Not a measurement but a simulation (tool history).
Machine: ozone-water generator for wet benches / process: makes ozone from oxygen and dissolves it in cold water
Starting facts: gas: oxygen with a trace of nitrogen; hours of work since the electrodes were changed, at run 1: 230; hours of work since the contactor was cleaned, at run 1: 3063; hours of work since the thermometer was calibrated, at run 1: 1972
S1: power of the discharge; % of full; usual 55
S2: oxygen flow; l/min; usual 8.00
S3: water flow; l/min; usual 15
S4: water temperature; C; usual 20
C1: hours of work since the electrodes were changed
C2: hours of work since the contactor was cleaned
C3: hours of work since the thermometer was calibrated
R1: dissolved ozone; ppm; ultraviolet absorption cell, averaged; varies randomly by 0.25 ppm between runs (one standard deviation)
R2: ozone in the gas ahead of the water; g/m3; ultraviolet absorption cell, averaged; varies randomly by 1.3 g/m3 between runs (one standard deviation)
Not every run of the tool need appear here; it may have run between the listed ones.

run 1 hour=0.0 | S1=55 S2=8.00 S3=15 S4=20 | C1=230 C2=3063 C3=1972 | R1=36.2 R2=239.0
run 2 hour=77.6 | S1=55 S2=8.00 S3=19 S4=20 | C1=291 C2=3124 C3=2034 | R1=30.7 R2=238.7
run 3 hour=195.3 | S1=55 S2=8.00 S3=19 S4=20 | C1=385 C2=3218 C3=2127 | R1=30.9 R2=238.8
run 4 hour=259.8 | S1=55 S2=8.00 S3=19 S4=20 | C1=436 C2=3269 C3=2178 | R1=30.8 R2=240.6
run 5 hour=324.9 | S1=55 S2=8.00 S3=19 S4=20 | C1=488 C2=3320 C3=2230 | R1=30.9 R2=240.2
run 6 hour=428.1 | S1=55 S2=8.00 S3=19 S4=20 | C1=569 C2=3402 C3=2312 | R1=30.2 R2=235.7
run 7 hour=542.8 | S1=55 S2=8.00 S3=15 S4=20 | C1=660 C2=3493 C3=2403 | R1=35.7 R2=235.6
run 8 hour=600.4 | S1=55 S2=8.00 S3=15 S4=20 | C1=706 C2=3539 C3=2449 | R1=35.6 R2=237.6
run 9 hour=726.9 | S1=55 S2=8.00 S3=15 S4=20 | C1=807 C2=3639 C3=2549 | R1=35.1 R2=238.5
run 10 hour=834.9 | S1=55 S2=8.00 S3=15 S4=21 | C1=892 C2=3725 C3=2635 | R1=34.3 R2=234.6
run 11 hour=959.9 | S1=55 S2=8.00 S3=15 S4=21 | C1=991 C2=3824 C3=2734 | R1=34.6 R2=236.5
run 12 hour=1013.1 | S1=58 S2=4.67 S3=12 S4=25 | C1=1034 C2=3867 C3=2776 | R1=39.0 R2=316.0
run 13 hour=1068.6 | S1=58 S2=4.67 S3=12 S4=25 | C1=1078 C2=3911 C3=2820 | R1=39.4 R2=314.8
run 14 hour=1148.8 | S1=52 S2=4.67 S3=12 S4=25 | C1=1141 C2=3974 C3=2884 | R1=37.2 R2=296.6
run 15 hour=1259.8 | S1=57 S2=4.86 S3=22 S4=19 | C1=1229 C2=4062 C3=2972 | R1=27.6 R2=308.5
run 16 hour=1350.1 | S1=63 S2=8.00 S3=23 S4=15 | C1=1301 C2=4134 C3=3044 | R1=30.5 R2=253.2
run 17 hour=1470.7 | S1=63 S2=7.13 S3=11 S4=16 | C1=1397 C2=4230 C3=3139 | R1=49.1 R2=265.9
run 18 hour=1545.8 | S1=63 S2=11.90 S3=11 S4=14 | C1=1456 C2=4289 C3=3199 | R1=45.9 R2=205.3
run 19 hour=1600.7 | S1=55 S2=5.64 S3=15 S4=20 | C1=1500 C2=4333 C3=3243 | R1=35.3 R2=275.5
-- hour=1628.6 contactor cleaned
run 20 hour=1669.9 | S1=55 S2=5.51 S3=15 S4=20 | C1=1552 C2=33 C3=3294 | R1=37.8 R2=280.6

Forecast each of these 3 alternatives for the next run:
run A hour=1722.1 | S1=55 S2=5.29 S3=15 S4=20 | C1=1593 C2=74 C3=3336 | R1=? R2=?
run B hour=1722.1 | S1=55 S2=5.22 S3=15 S4=20 | C1=1593 C2=74 C3=3336 | R1=? R2=?
run C hour=1722.1 | S1=55 S2=11.62 S3=14 S4=21 | C1=1593 C2=74 C3=3336 | R1=? R2=?

run=A R1=37.4 R2=284.5
run=B R1=36.9 R2=287.3
run=C R1=33.9 R2=191.8
Had the tool no hidden state, the same runs would have come out as:
run=A R1=39.4 R2=295.5
run=B R1=38.9 R2=298.4
run=C R1=35.8 R2=199.3

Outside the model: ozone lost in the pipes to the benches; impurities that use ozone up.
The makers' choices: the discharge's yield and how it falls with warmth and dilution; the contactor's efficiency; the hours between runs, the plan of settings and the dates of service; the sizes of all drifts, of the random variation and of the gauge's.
